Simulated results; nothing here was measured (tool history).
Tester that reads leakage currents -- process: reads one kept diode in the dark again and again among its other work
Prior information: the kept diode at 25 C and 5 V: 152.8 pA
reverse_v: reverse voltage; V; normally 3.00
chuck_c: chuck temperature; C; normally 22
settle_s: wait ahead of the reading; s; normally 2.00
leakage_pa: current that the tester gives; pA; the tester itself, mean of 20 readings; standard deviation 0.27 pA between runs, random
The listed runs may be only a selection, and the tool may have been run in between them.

| run | hour | reverse_v | chuck_c | settle_s | leakage_pa |
|---|---|---|---|---|---|
| 1 | 0.0 | 3.00 | 22 | 2.00 | 85.08 |
| 2 | 42.0 | 3.00 | 22 | 2.00 | 84.85 |
| 3 | 67.1 | 6.51 | 22 | 2.00 | 127.34 |
| 4 | 87.8 | 3.00 | 22 | 2.00 | 84.69 |
| 5 | 122.6 | 3.00 | 22 | 2.00 | 84.91 |
| 6 | 169.2 | 3.00 | 22 | 2.00 | 84.23 |
| 7 | 207.1 | 3.00 | 22 | 2.00 | 84.50 |
|  | 212.4 | chuck's temperature calibrated |
| 8 | 244.9 | 3.00 | 22 | 2.00 | 89.63 |
| 9 | 268.8 | 3.00 | 22 | 2.00 | 89.59 |
| 10 | 293.8 | 9.53 | 31 | 3.25 | 365.95 |
| 11 | 334.6 | 9.53 | 31 | 3.25 | 363.12 |
| 12 | 363.8 | 6.63 | 31 | 3.89 | 301.94 |
| 13 | 401.5 | 6.63 | 29 | 1.31 | 253.60 |
| 14 | 434.9 | 6.63 | 29 | 1.31 | 253.74 |
| 15 | 477.7 | 6.63 | 29 | 1.31 | 251.71 |
| 16 | 514.5 | 6.63 | 29 | 5.50 | 250.28 |
| 17 | 534.8 | 19.77 | 24 | 2.72 | 281.30 |
| 18 | 579.2 | 4.11 | 40 | 2.88 | 507.26 |

Pick out some run-to-run changes in leakage_pa. Of each, how much would a tool without hidden state show as well, from the settings, what came in and chance, and how much is left for the hidden state and any gauge scatter not in both results compared?
The tool's hidden condition here consists of: stray current of the dirty probe card, pA a volt; current scale over the true one, %; true chuck temperature over the reading, C; drift of the gauge itself on leakage_pa, %.
Run 9 -> 10: reverse_v 3.00 -> 9.53, chuck_c 22 -> 31, settle_s 2.00 -> 3.25. leakage_pa +276.36 pA: hidden state -0.33, all else +276.69.
Run 17 -> 18: reverse_v 19.77 -> 4.11, chuck_c 24 -> 40, settle_s 2.72 -> 2.88. leakage_pa +225.96 pA: hidden state -5.71, all else +231.67.
